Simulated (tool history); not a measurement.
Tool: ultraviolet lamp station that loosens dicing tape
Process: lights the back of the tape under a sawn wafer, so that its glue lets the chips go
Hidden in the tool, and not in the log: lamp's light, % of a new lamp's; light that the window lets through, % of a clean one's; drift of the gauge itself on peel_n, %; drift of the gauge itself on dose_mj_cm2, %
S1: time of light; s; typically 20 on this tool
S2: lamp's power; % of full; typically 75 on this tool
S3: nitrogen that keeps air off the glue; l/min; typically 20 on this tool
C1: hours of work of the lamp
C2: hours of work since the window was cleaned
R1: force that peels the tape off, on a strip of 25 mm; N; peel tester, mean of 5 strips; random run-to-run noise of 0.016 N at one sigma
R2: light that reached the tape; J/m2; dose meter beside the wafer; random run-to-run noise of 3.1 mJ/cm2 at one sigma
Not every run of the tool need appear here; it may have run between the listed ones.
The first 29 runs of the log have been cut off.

run	hour	S1	S2	S3	C1	C2	R1	R2
30	670.4	31	95	6	557	188	0.611	7240
31	687.4	13	77	33	568	198	1.885	2450
32	711.8	13	77	33	583	213	1.925	2430
33	741.5	20	73	6	601	231	2.216	3520
34	766.0	10	93	8	615	246	3.294	2250
35	779.1	10	93	8	623	254	3.198	2240
36	807.5	10	93	29	641	271	2.299	2180
37	835.1	10	93	29	657	288	2.342	2180
38	852.0	20	85	14	668	298	1.253	3930
39	870.1	19	81	14	679	309	1.516	3550
40	900.0	19	81	14	697	327	1.541	3490
41	927.9	26	73	12	714	344	1.191	4320
42	953.6	12	73	12	729	360	3.256	1940
43	982.8	12	73	12	747	378	3.254	1960

Alternative continuations, all from the tool just after run 43; predict every row:
A	998.1	33	73	8	756	387	?	?
B	998.1	20	63	20	756	387	?	?
C	998.1	15	76	18	756	387	?	?
D	998.1	39	73	31	756	387	?	?

run	R1	R2
A	1.013	5210
B	1.934	2780
C	2.199	2510
D	0.301	6310
Had the tool no hidden state, the same runs would have come out as:
run	R1	R2
A	0.464	7490
B	1.065	4000
C	1.292	3610
D	0.144	9080
